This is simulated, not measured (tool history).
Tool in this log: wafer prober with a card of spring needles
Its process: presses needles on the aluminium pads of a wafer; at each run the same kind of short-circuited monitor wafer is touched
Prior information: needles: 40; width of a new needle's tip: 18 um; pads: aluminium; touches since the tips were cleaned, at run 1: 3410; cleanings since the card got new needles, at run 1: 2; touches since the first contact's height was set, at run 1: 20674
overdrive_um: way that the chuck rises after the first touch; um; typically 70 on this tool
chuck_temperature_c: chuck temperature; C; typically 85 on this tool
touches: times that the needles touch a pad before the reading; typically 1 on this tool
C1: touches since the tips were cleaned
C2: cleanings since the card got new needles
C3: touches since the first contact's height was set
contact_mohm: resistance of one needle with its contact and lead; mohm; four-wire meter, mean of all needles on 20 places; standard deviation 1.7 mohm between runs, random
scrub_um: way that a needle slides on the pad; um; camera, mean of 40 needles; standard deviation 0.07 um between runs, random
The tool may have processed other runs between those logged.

Run 1, hour 0.0: usual settings; C1 3410; C2 2; C3 20674. Result: contact_mohm 361 mohm, scrub_um 15.28 um.
At hour 11.3: tips cleaned on abrasive film.
Run 2, hour 23.9: usual settings; C1 4745; C2 3; C3 29630. Result: contact_mohm 458 mohm, scrub_um 15.16 um.
At hour 31.4: tips cleaned on abrasive film.
Run 3, hour 50.0: usual settings but overdrive_um 88 um; C1 7033; C2 4; C3 39448. Result: contact_mohm 340 mohm, scrub_um 19.13 um.
At hour 52.3: tips cleaned on abrasive film.
At hour 73.2: tips cleaned on abrasive film.
Run 4, hour 74.4: usual settings but overdrive_um 88 um; C1 426; C2 6; C3 48541. Result: contact_mohm 204 mohm, scrub_um 19.19 um.
Run 5, hour 89.8: usual settings; C1 6239; C2 6; C3 54354. Result: contact_mohm 403 mohm, scrub_um 15.20 um.
At hour 95.6: tips cleaned on abrasive film.
At hour 115.7: tips cleaned on abrasive film.
Run 6, hour 116.4: usual settings; C1 279; C2 8; C3 64298. Result: contact_mohm 219 mohm, scrub_um 15.20 um.
At hour 124.8: tips cleaned on abrasive film, once more.
Run 7, hour 132.9: usual settings but chuck_temperature_c 117 C; C1 3026; C2 9; C3 70462. Result: contact_mohm 339 mohm, scrub_um 15.04 um.
At hour 146.9: tips cleaned on abrasive film.
Run 8, hour 163.8: usual settings but chuck_temperature_c 117 C; C1 6394; C2 10; C3 82092. Result: contact_mohm 401 mohm, scrub_um 15.19 um.
At hour 168.9: tips cleaned on abrasive film.
Run 9, hour 179.5: usual settings but chuck_temperature_c 57 C; C1 3980; C2 11; C3 87961. Result: contact_mohm 381 mohm, scrub_um 15.16 um.
At hour 188.9: tips cleaned on abrasive film.
Run 10, hour 204.0: usual settings but chuck_temperature_c 57 C; C1 5703; C2 12; C3 97166. Result: contact_mohm 402 mohm, scrub_um 15.11 um.
At hour 209.3: tips cleaned on abrasive film.
Run 11, hour 222.9: usual settings; C1 5149; C2 13; C3 104242. Result: contact_mohm 403 mohm, scrub_um 15.16 um.
At hour 229.2: tips cleaned on abrasive film.
Run 12, hour 238.1: usual settings; C1 3356; C2 14; C3 109916. Result: contact_mohm 361 mohm, scrub_um 15.01 um.
At hour 249.4: tips cleaned on abrasive film.
Run 13, hour 254.6: usual settings; C1 1954; C2 15; C3 116105. Result: contact_mohm 310 mohm, scrub_um 15.25 um.
Run 14, hour 269.0: usual settings; C1 7368; C2 15; C3 121519. Result: contact_mohm 427 mohm, scrub_um 15.12 um.
At hour 271.5: tips cleaned on abrasive film.
At hour 293.0: tips cleaned on abrasive film.
Run 15, hour 293.0: usual settings; C1 0; C2 17; C3 130472. Result: contact_mohm 196 mohm, scrub_um 15.07 um.
At hour 314.4: tips cleaned on abrasive film.
Run 16, hour 324.6: usual settings; C1 3833; C2 18; C3 142340. Result: contact_mohm 376 mohm, scrub_um 14.98 um.
At hour 336.2: tips cleaned on abrasive film.
Run 17, hour 345.2: usual settings; C1 3386; C2 19; C3 150081. Result: contact_mohm 366 mohm, scrub_um 14.97 um.
At hour 356.3: tips cleaned on abrasive film.
Run 18, hour 364.2: usual settings but chuck_temperature_c 77 C; C1 2990; C2 20; C3 157202. Result: contact_mohm 364 mohm, scrub_um 14.95 um.
At hour 379.2: tips cleaned on abrasive film.
Run 19, hour 388.9: usual settings but chuck_temperature_c 77 C; C1 3628; C2 21; C3 166454. Result: contact_mohm 361 mohm, scrub_um 14.92 um.
At hour 400.6: tips cleaned on abrasive film.
At hour 420.9: tips cleaned on abrasive film.
Run 20, hour 423.0: usual settings but chuck_temperature_c 77 C; C1 813; C2 23; C3 179242. Result: contact_mohm 262 mohm, scrub_um 14.91 um.
At hour 441.0: tips cleaned on abrasive film.
Run 21, hour 441.0: usual settings but chuck_temperature_c 77 C; C1 0; C2 24; C3 185978. Result: contact_mohm 186 mohm, scrub_um 15.04 um.
At hour 461.5: tips cleaned on abrasive film.
Run 22, hour 466.7: usual settings but chuck_temperature_c 77 C, touches 2; C1 1950; C2 25; C3 195607. Result: contact_mohm 248 mohm, scrub_um 14.91 um.
Run 23, hour 480.4: usual settings but chuck_temperature_c 77 C, touches 2; C1 7143; C2 25; C3 200800. Result: contact_mohm 330 mohm, scrub_um 15.07 um.
At hour 482.3: tips cleaned on abrasive film.
Run 24, hour 497.8: usual settings but overdrive_um 61 um, chuck_temperature_c 35 C; C1 5846; C2 26; C3 207313. Result: contact_mohm 503 mohm, scrub_um 12.96 um.
At hour 503.5: tips cleaned on abrasive film.
Run 25, hour 521.4: usual settings but overdrive_um 85 um, chuck_temperature_c 42 C, touches 2; C1 6726; C2 27; C3 216146. Result: contact_mohm 284 mohm, scrub_um 18.13 um.
At hour 523.9: tips cleaned on abrasive film.
At hour 542.2: height of the first contact set anew.
Run 26, hour 543.5: usual settings but overdrive_um 84 um, chuck_temperature_c 43 C, touches 2; C1 7253; C2 28; C3 483. Result: contact_mohm 276 mohm, scrub_um 18.39 um.
At hour 545.0: tips cleaned on abrasive film.
Run 27, hour 564.6: usual settings but overdrive_um 76 um, chuck_temperature_c 40 C; C1 7389; C2 29; C3 8420. Result: contact_mohm 403 mohm, scrub_um 16.47 um.
At hour 566.5: tips cleaned on abrasive film.
Run 28, hour 578.8: usual settings but overdrive_um 73 um, touches 3; C1 4648; C2 30; C3 13722. Result: contact_mohm 250 mohm, scrub_um 15.88 um.
At hour 587.2: tips cleaned on abrasive film.
Run 29, hour 601.6: usual settings but overdrive_um 87 um, chuck_temperature_c 44 C; C1 5425; C2 31; C3 22285. Result: contact_mohm 349 mohm, scrub_um 18.95 um.
At hour 609.7: tips cleaned on abrasive film.
At hour 630.6: tips cleaned on abrasive film.
Run 30, hour 632.3: usual settings but overdrive_um 87 um, chuck_temperature_c 29 C, touches 2; C1 635; C2 33; C3 33760. Result: contact_mohm 191 mohm, scrub_um 18.90 um.
At hour 651.2: tips cleaned on abrasive film.
Run 31, hour 657.3: usual settings but overdrive_um 78 um, chuck_temperature_c 43 C, touches 2; C1 2281; C2 34; C3 43136. Result: contact_mohm 236 mohm, scrub_um 16.99 um.
At hour 673.0: tips cleaned on abrasive film.
Run 32, hour 691.6: usual settings but overdrive_um 78 um, chuck_temperature_c 43 C, touches 2; C1 6997; C2 35; C3 56021. Result: contact_mohm 302 mohm, scrub_um 17.04 um.
At hour 694.8: tips cleaned on abrasive film.
At hour 715.5: tips cleaned on abrasive film.
Run 33, hour 715.5: usual settings but overdrive_um 90 um, chuck_temperature_c 59 C, touches 2; C1 0; C2 37; C3 64954. Result: contact_mohm 171 mohm, scrub_um 19.41 um.

Forecast each of these 3 alternatives for the next run:
Run A, hour 729.5: usual settings but overdrive_um 61 um, chuck_temperature_c 33 C, touches 2; C1 5278; C2 37; C3 70232. Result: contact_mohm ?, scrub_um ?.
Run B, hour 729.5: usual settings but chuck_temperature_c 72 C, touches 2; C1 5278; C2 37; C3 70232. Result: contact_mohm ?, scrub_um ?.
Run C, hour 729.5: usual settings but chuck_temperature_c 26 C; C1 5278; C2 37; C3 70232. Result: contact_mohm ?, scrub_um ?.

run  contact_mohm  scrub_um
  A           361     13.18
  B           313     15.13
  C           422     15.16
Take away the tool's hidden state, keep each run's random variation, and the runs would have read:
run  contact_mohm  scrub_um
  A           162     13.33
  B           167     15.28
  C           160     15.31
